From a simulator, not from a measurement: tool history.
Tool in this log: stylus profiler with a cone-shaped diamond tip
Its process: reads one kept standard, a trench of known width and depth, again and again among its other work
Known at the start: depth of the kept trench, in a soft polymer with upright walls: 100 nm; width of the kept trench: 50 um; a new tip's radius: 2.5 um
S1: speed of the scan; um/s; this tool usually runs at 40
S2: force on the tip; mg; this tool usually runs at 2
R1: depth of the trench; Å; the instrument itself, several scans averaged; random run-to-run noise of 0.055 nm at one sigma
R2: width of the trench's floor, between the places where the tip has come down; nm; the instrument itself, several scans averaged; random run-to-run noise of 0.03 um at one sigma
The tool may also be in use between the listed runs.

{"run": 1, "hour": 0.0, "S1": 40, "S2": 2, "R1": 1008.8, "R2": 47950}
{"run": 2, "hour": 20.4, "S1": 11, "S2": 2, "R1": 1009.3, "R2": 48180}
{"run": 3, "hour": 43.0, "S1": 40, "S2": 2, "R1": 1009.6, "R2": 47940}
{"run": 4, "hour": 63.3, "S1": 40, "S2": 2, "R1": 1010.1, "R2": 47960}
{"run": 5, "hour": 84.0, "S1": 40, "S2": 2, "R1": 1009.8, "R2": 47920}
{"run": 6, "hour": 100.7, "S1": 40, "S2": 2, "R1": 1009.4, "R2": 47890}
{"run": 7, "hour": 115.0, "S1": 74, "S2": 2.2, "R1": 1010.2, "R2": 47750}
{"hour": 117.4, "done": "height scale calibrated on a step standard"}
{"run": 8, "hour": 131.0, "S1": 74, "S2": 2.2, "R1": 1011.9, "R2": 47760}
{"run": 9, "hour": 147.6, "S1": 74, "S2": 2.2, "R1": 1011.1, "R2": 47700}
{"run": 10, "hour": 159.9, "S1": 29, "S2": 1.81, "R1": 1009.9, "R2": 47940}
{"run": 11, "hour": 171.9, "S1": 29, "S2": 1.81, "R1": 1010, "R2": 47940}

Alternative continuations, all from the tool just after run 11; predict every row:
{"run": "A", "hour": 193.5, "S1": 39, "S2": 2, "R1": "?", "R2": "?"}
{"run": "B", "hour": 193.5, "S1": 104, "S2": 1.32, "R1": "?", "R2": "?"}
{"run": "C", "hour": 193.5, "S1": 28, "S2": 1.08, "R1": "?", "R2": "?"}

run=A R1=1010.5 R2=47860
run=B R1=1008.5 R2=47240
run=C R1=1009.2 R2=47870
What these runs would have given with no unlogged condition in the tool:
run=A R1=1007 R2=48370
run=B R1=1005 R2=47750
run=C R1=1005.7 R2=48380

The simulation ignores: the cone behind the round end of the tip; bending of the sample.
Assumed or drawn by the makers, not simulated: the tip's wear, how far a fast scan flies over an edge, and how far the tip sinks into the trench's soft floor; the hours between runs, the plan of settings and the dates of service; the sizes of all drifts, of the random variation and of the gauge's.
